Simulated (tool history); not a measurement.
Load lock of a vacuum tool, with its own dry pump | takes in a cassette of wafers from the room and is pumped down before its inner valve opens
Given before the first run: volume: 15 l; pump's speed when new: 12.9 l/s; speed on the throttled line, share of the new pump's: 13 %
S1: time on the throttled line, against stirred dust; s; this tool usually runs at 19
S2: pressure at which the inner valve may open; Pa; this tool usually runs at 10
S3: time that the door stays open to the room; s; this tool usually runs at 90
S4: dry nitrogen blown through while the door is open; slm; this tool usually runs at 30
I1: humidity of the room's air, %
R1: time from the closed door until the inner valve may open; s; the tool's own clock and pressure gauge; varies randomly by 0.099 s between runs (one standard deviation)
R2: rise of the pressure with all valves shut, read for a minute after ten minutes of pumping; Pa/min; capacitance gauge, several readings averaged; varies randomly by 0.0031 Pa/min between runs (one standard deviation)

run 1 hour=0.0 | S1=19 S2=10 S3=90 S4=30 | I1=47.3 | R1=28.22 R2=0.075
run 2 hour=138.0 | S1=19 S2=10 S3=90 S4=30 | I1=45.3 | R1=28.16 R2=0.071
run 3 hour=234.6 | S1=20 S2=10 S3=90 S4=30 | I1=43.2 | R1=28.80 R2=0.065
run 4 hour=341.1 | S1=19 S2=10 S3=90 S4=30 | I1=48.0 | R1=28.28 R2=0.085
run 5 hour=493.5 | S1=29 S2=10 S3=90 S4=30 | I1=43.3 | R1=36.92 R2=0.081
run 6 hour=671.4 | S1=29 S2=10 S3=90 S4=30 | I1=44.8 | R1=36.90 R2=0.082
run 7 hour=746.8 | S1=29 S2=10 S3=90 S4=30 | I1=47.9 | R1=36.93 R2=0.085
run 8 hour=912.3 | S1=19 S2=10 S3=90 S4=30 | I1=47.5 | R1=28.21 R2=0.087
run 9 hour=1054.2 | S1=19 S2=10 S3=90 S4=30 | I1=44.8 | R1=28.17 R2=0.095
run 10 hour=1163.4 | S1=19 S2=10 S3=167 S4=30 | I1=45.1 | R1=28.17 R2=0.114
run 11 hour=1294.2 | S1=19 S2=10 S3=167 S4=30 | I1=44.9 | R1=28.33 R2=0.123
run 12 hour=1419.3 | S1=20 S2=14 S3=39 S4=7 | I1=45.5 | R1=28.63 R2=0.118
run 13 hour=1594.2 | S1=32 S2=9 S3=39 S4=10 | I1=45.9 | R1=39.83 R2=0.115
run 14 hour=1713.6 | S1=19 S2=11 S3=90 S4=7 | I1=43.1 | R1=28.48 R2=0.156
run 15 hour=1803.9 | S1=11 S2=13 S3=170 S4=7 | I1=44.5 | R1=21.12 R2=0.202
run 16 hour=1980.3 | S1=11 S2=13 S3=170 S4=7 | I1=45.8 | R1=21.30 R2=0.215
run 17 hour=2133.4 | S1=30 S2=13 S3=131 S4=31 | I1=47.3 | R1=37.60 R2=0.142
run 18 hour=2253.1 | S1=30 S2=13 S3=131 S4=31 | I1=44.4 | R1=37.37 R2=0.138
run 19 hour=2355.0 | S1=10 S2=11 S3=66 S4=16 | I1=47.0 | R1=20.55 R2=0.152
run 20 hour=2473.2 | S1=19 S2=10 S3=90 S4=6 | I1=44.0 | R1=28.53 R2=0.185

Here are 3 independent what-if runs from the current tool condition. What would each one return?
run A hour=2584.0 | S1=15 S2=7 S3=90 S4=8 | I1=42.3 | R1=? R2=?
run B hour=2584.0 | S1=19 S2=10 S3=90 S4=18 | I1=46.0 | R1=? R2=?
run C hour=2584.0 | S1=19 S2=10 S3=30 S4=30 | I1=46.7 | R1=? R2=?

run=A R1=25.50 R2=0.189
run=B R1=28.33 R2=0.163
run=C R1=28.66 R2=0.118
Had the tool no hidden state, the same runs would have come out as:
run=A R1=24.21 R2=0.107
run=B R1=27.16 R2=0.083
run=C R1=27.49 R2=0.039
